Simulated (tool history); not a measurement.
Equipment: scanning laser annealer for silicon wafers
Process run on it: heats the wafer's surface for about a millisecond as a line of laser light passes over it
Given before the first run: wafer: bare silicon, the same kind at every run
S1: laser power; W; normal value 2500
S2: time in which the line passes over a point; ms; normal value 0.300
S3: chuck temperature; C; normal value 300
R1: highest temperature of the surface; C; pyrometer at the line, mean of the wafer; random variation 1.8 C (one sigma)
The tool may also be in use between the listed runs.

{"run": 1, "hour": 0.0, "S1": 2500, "S2": 0.3, "S3": 300, "R1": 1069}
{"run": 2, "hour": 41.1, "S1": 2500, "S2": 0.3, "S3": 300, "R1": 1066}
{"run": 3, "hour": 97.5, "S1": 2500, "S2": 0.3, "S3": 300, "R1": 1067}
{"run": 4, "hour": 169.6, "S1": 2250, "S2": 0.3, "S3": 300, "R1": 965}
{"run": 5, "hour": 216.2, "S1": 2500, "S2": 0.3, "S3": 300, "R1": 1060}
{"run": 6, "hour": 286.2, "S1": 2500, "S2": 0.3, "S3": 300, "R1": 1052}
{"run": 7, "hour": 342.9, "S1": 2500, "S2": 0.3, "S3": 300, "R1": 1057}
{"hour": 357.3, "done": "window over the wafer cleaned"}
{"run": 8, "hour": 389.9, "S1": 2500, "S2": 0.3, "S3": 300, "R1": 1060}
{"run": 9, "hour": 462.9, "S1": 2500, "S2": 0.3, "S3": 300, "R1": 1060}
{"run": 10, "hour": 536.4, "S1": 2500, "S2": 0.3, "S3": 300, "R1": 1055}
{"run": 11, "hour": 569.7, "S1": 2500, "S2": 0.3, "S3": 300, "R1": 1056}
{"run": 12, "hour": 626.9, "S1": 2500, "S2": 0.3, "S3": 300, "R1": 1053}
{"run": 13, "hour": 697.2, "S1": 2712, "S2": 0.3, "S3": 300, "R1": 1132}
{"run": 14, "hour": 774.5, "S1": 2438, "S2": 0.301, "S3": 320, "R1": 1043}
{"run": 15, "hour": 846.2, "S1": 2654, "S2": 0.363, "S3": 300, "R1": 1176}
{"run": 16, "hour": 890.8, "S1": 2654, "S2": 0.363, "S3": 300, "R1": 1174}
{"run": 17, "hour": 926.9, "S1": 2662, "S2": 0.297, "S3": 291, "R1": 1086}
{"run": 18, "hour": 997.8, "S1": 2146, "S2": 0.3, "S3": 298, "R1": 903}
{"hour": 1032.6, "done": "optics aligned, line set to its width"}
{"run": 19, "hour": 1037.1, "S1": 2393, "S2": 0.219, "S3": 300, "R1": 921}
{"hour": 1059.2, "done": "window over the wafer cleaned"}
{"run": 20, "hour": 1102.1, "S1": 2354, "S2": 0.337, "S3": 300, "R1": 1062}
{"run": 21, "hour": 1136.1, "S1": 2564, "S2": 0.243, "S3": 303, "R1": 1033}
{"run": 22, "hour": 1205.4, "S1": 2136, "S2": 0.216, "S3": 300, "R1": 838}
{"run": 23, "hour": 1263.2, "S1": 2136, "S2": 0.216, "S3": 300, "R1": 838}
{"run": 24, "hour": 1323.5, "S1": 2136, "S2": 0.216, "S3": 300, "R1": 836}
{"run": 25, "hour": 1369.1, "S1": 2500, "S2": 0.3, "S3": 262, "R1": 1030}
{"run": 26, "hour": 1451.5, "S1": 2550, "S2": 0.235, "S3": 322, "R1": 1019}

Predict each of these 4 candidate next runs independently; none follows another, all start after run 26:
{"run": "A", "hour": 1493.8, "S1": 2556, "S2": 0.301, "S3": 324, "R1": "?"}
{"run": "B", "hour": 1493.8, "S1": 2296, "S2": 0.216, "S3": 324, "R1": "?"}
{"run": "C", "hour": 1493.8, "S1": 2160, "S2": 0.351, "S3": 334, "R1": "?"}
{"run": "D", "hour": 1493.8, "S1": 2584, "S2": 0.3, "S3": 339, "R1": "?"}

run=A R1=1108
run=B R1=907
run=C R1=1013
run=D R1=1135
Without the tool's unlogged condition, the same runs would have read:
run=A R1=1122
run=B R1=917
run=C R1=1025
run=D R1=1149
